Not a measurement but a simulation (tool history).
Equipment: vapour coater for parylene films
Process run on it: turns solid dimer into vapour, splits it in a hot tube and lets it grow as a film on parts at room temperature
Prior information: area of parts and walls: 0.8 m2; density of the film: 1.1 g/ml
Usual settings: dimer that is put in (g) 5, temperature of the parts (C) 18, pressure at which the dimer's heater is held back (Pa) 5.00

run	hour	dimer that is put in (g)	temperature of the parts (C)	pressure at which the dimer's heater is held back (Pa)	thickness of the film (µm)
1	0.0	5	18	5.00	2.56
2	13.2	5	18	5.00	2.50
3	21.2	5	18	5.00	2.52
4	32.7	5	23	5.00	2.13
5	42.2	5	23	5.00	2.11
6	50.3	5	23	5.00	2.08
7	64.1	5	23	5.00	2.08
8	78.0	5	23	11.78	1.77
9	89.4	6	23	11.78	2.13
10	106.5	7	23	11.78	2.49
11	126.2	7	23	11.78	2.44
12	138.8	7	23	11.78	2.45
13	156.1	5	13	5.00	2.95
14	164.2	5	18	8.11	2.24
15	175.9	5	18	8.11	2.28
16	186.3	5	18	2.84	2.78
17	203.7	5	18	2.84	2.68
18	215.5	5	18	2.84	2.73
# hour 221.2: trap's valve overhauled
19	230.6	5	10	5.00	3.15
20	239.0	5	18	9.25	2.07
21	255.7	5	18	9.25	2.10
22	272.5	2	18	9.25	0.84
# hour 281.8: trap's valve overhauled, once more
23	286.7	2	18	9.25	0.93
24	305.1	5	18	9.25	2.28
25	321.7	5	18	4.79	2.63
26	332.9	5	17	4.79	2.69
27	349.8	2	15	2.10	1.38
28	359.4	2	15	2.10	1.40
29	368.9	7	18	9.42	3.23
30	385.4	2	18	5.45	0.99
31	394.0	5	18	5.45	2.53
32	409.9	7	22	5.56	3.11
33	420.4	3	23	3.03	1.42
34	430.8	3	19	5.22	1.45
35	448.5	3	19	5.22	1.44
36	467.5	3	19	5.22	1.48
37	477.8	5	18	5.35	2.51

Had the tool no unlogged condition, and each run kept its random variation, what would the results have been?
What the log doesn't record here: vapour lost through the trap's worn valve, %; true temperature of the parts over the reading, C; drift of the gauge itself on film_um, %.
run	thickness of the film (µm)
1	2.67
2	2.62
3	2.63
4	2.23
5	2.21
6	2.19
7	2.19
8	1.87
9	2.25
10	2.64
11	2.59
12	2.62
13	3.16
14	2.40
15	2.45
16	2.99
17	2.90
18	2.96
19	3.52
20	2.31
21	2.36
22	0.95
23	0.93
24	2.30
25	2.65
26	2.71
27	1.40
28	1.42
29	3.28
30	1.01
31	2.58
32	3.18
33	1.46
34	1.49
35	1.48
36	1.53
37	2.59

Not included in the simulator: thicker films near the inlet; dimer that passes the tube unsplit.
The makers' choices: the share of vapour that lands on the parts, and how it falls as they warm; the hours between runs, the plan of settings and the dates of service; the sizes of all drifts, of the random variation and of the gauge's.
